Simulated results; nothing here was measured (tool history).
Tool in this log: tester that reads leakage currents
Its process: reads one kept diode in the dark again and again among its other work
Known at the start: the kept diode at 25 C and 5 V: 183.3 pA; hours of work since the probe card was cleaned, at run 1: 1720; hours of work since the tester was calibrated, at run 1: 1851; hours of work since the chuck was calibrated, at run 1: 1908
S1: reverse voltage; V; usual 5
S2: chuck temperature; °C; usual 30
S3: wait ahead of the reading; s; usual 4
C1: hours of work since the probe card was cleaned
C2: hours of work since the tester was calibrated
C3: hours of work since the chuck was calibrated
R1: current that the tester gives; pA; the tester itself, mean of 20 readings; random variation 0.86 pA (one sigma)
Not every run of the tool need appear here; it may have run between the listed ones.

Run 1, day 0: usual settings; C1 1720; C2 1851; C3 1908. Result: R1 286.3 pA.
Run 2, day 1.95: usual settings; C1 1753; C2 1885; C3 1941. Result: R1 286.84 pA.
At day 3.158: chuck's temperature calibrated.
Run 3, day 4.317: usual settings; C1 1793; C2 1924; C3 20. Result: R1 286.64 pA.
Run 4, day 5.554: usual settings; C1 1814; C2 1946; C3 41. Result: R1 288.34 pA.
Run 5, day 8.008: usual settings but S2 21 °C; C1 1856; C2 1988; C3 84. Result: R1 128.1 pA.
Run 6, day 10.071: usual settings but S2 21 °C; C1 1892; C2 2023; C3 119. Result: R1 127.88 pA.
At day 10.617: tester calibrated.
Run 7, day 12.779: usual settings but S2 21 °C; C1 1937; C2 37; C3 164. Result: R1 127.3 pA.
Run 8, day 14.767: usual settings but S2 21 °C; C1 1971; C2 71; C3 198. Result: R1 126.59 pA.
Run 9, day 16.304: usual settings but S1 12.54 V; C1 1998; C2 98; C3 225. Result: R1 463.35 pA.
Run 10, day 18.446: usual settings but S1 12.54 V; C1 2035; C2 135; C3 262. Result: R1 463.01 pA.
Run 11, day 19.662: usual settings; C1 2056; C2 156; C3 283. Result: R1 287.21 pA.
Run 12, day 22.075: usual settings; C1 2097; C2 197; C3 324. Result: R1 287.37 pA.
Run 13, day 24.321: usual settings; C1 2136; C2 236; C3 363. Result: R1 288.09 pA.
At day 25.121: probe card cleaned and baked.
Run 14, day 26.421: usual settings but S1 1.33 V, S2 47 °C, S3 0.7 s; C1 22; C2 270; C3 397. Result: R1 588.26 pA.
Run 15, day 29.062: usual settings but S1 6.35 V, S3 3.58 s; C1 68; C2 315; C3 443. Result: R1 323.9 pA.
Run 16, day 31.096: usual settings but S1 1.8 V, S3 0.88 s; C1 103; C2 351; C3 478. Result: R1 169.23 pA.
Run 17, day 33.196: usual settings but S1 6.59 V, S2 51 °C, S3 1.57 s; C1 139; C2 387; C3 514. Result: R1 1842.76 pA.
Run 18, day 35.488: usual settings but S1 6.59 V, S2 51 °C, S3 1.57 s; C1 179; C2 426; C3 553. Result: R1 1854.3 pA.
Run 19, day 36.833: usual settings but S1 12.86 V, S2 41 °C, S3 0.38 s; C1 202; C2 449; C3 576. Result: R1 1199.4 pA.
Run 20, day 38.438: usual settings but S1 12.86 V, S2 41 °C, S3 0.38 s; C1 229; C2 477; C3 604. Result: R1 1204.42 pA.
Run 21, day 40.296: usual settings but S2 26 °C; C1 261; C2 509; C3 636. Result: R1 201.04 pA.
Run 22, day 41.704: usual settings but S2 26 °C; C1 286; C2 533; C3 660. Result: R1 200.74 pA.
Run 23, day 43.788: usual settings but S2 26 °C; C1 321; C2 569; C3 696. Result: R1 200.91 pA.
Run 24, day 45.888: usual settings but S1 1.3 V, S2 20 °C, S3 2.67 s; C1 358; C2 605; C3 732. Result: R1 57.35 pA.
Run 25, day 47.904: usual settings but S1 11.6 V, S2 31 °C; C1 392; C2 640; C3 767. Result: R1 488.02 pA.
Run 26, day 50.358: usual settings but S1 11.6 V, S2 31 °C; C1 435; C2 682; C3 809. Result: R1 483.92 pA.

What differs in the tool's unlogged condition from the final listed run ahead of each entry between runs to the first listed run following it?
Runs 2 to 3: chuck's temperature calibrated (day 3.158)
  stray current of the dirty probe card, pA a volt: 0.039 -> 0.04; true chuck temperature over the reading, C: -0.02 -> 0
Runs 6 to 7: tester calibrated (day 10.617)
  current scale over the true one, %: 0.03 -> 0
Runs 13 to 14: probe card cleaned and baked (day 25.121)
  stray current of the dirty probe card, pA a volt: 0.044 -> 0.02

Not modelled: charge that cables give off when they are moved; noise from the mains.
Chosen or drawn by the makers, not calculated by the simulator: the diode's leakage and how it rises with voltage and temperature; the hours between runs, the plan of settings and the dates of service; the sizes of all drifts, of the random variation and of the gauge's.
